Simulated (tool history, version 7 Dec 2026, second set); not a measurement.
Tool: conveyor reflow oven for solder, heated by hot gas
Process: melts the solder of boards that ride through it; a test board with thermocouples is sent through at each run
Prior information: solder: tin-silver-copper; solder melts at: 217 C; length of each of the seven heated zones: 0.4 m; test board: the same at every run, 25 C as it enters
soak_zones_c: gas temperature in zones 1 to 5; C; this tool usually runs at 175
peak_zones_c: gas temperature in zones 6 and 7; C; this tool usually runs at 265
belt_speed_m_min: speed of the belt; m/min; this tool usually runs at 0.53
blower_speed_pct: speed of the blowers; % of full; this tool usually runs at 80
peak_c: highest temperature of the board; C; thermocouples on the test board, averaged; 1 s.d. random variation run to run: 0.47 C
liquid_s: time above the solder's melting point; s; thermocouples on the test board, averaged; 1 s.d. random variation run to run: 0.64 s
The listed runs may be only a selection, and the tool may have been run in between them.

run,day,soak_zones_c,peak_zones_c,belt_speed_m_min,blower_speed_pct,peak_c,liquid_s
1,0,175,265,0.53,80,248.7,65.3
2,0.342,175,265,0.53,80,248.3,64.3
3,0.833,175,265,0.53,80,248.8,65.2
4,1.388,183,265,0.53,80,249.5,70.1
5,1.904,175,258,0.53,80,242.3,57.7
6,2.45,175,265,0.424,80,253.2,90.4
7,2.854,175,265,0.424,80,253.6,89.6
8,3.204,175,265,0.424,80,253.6,89.8
9,3.629,175,265,0.424,80,253.6,90.2
10,4.142,175,265,0.424,80,253,91.2
11,4.7,175,265,0.424,80,253.2,90.3
12,5.071,175,265,0.53,80,247.2,65.3
13,5.358,175,265,0.53,80,246.8,64.4
14,5.921,175,265,0.53,80,247.8,63.8
15,6.429,175,265,0.53,80,247.7,63.5
16,6.9,175,265,0.53,80,247.1,63.5
17,7.304,175,265,0.53,80,247.2,63.4
18,7.558,175,277,0.53,80,257.4,72.6
19,7.825,168,258,0.53,80,240.5,53.6
20,8.25,168,258,0.53,80,240.4,53.2
21,8.642,177,269,0.61,59,243.2,49.3
22,8.875,177,269,0.61,59,243.2,48.6

Run 23, settings as shown, results not yet in. Your forecast:
23,9.421,177,269,0.61,59,?,?

{"run 23": {"peak_c": 242.6, "liquid_s": 47.7}}
With the hidden condition absent and the run-to-run variation left alone, this run would have shown peak_c 246.8 C, liquid_s 52.2 s.
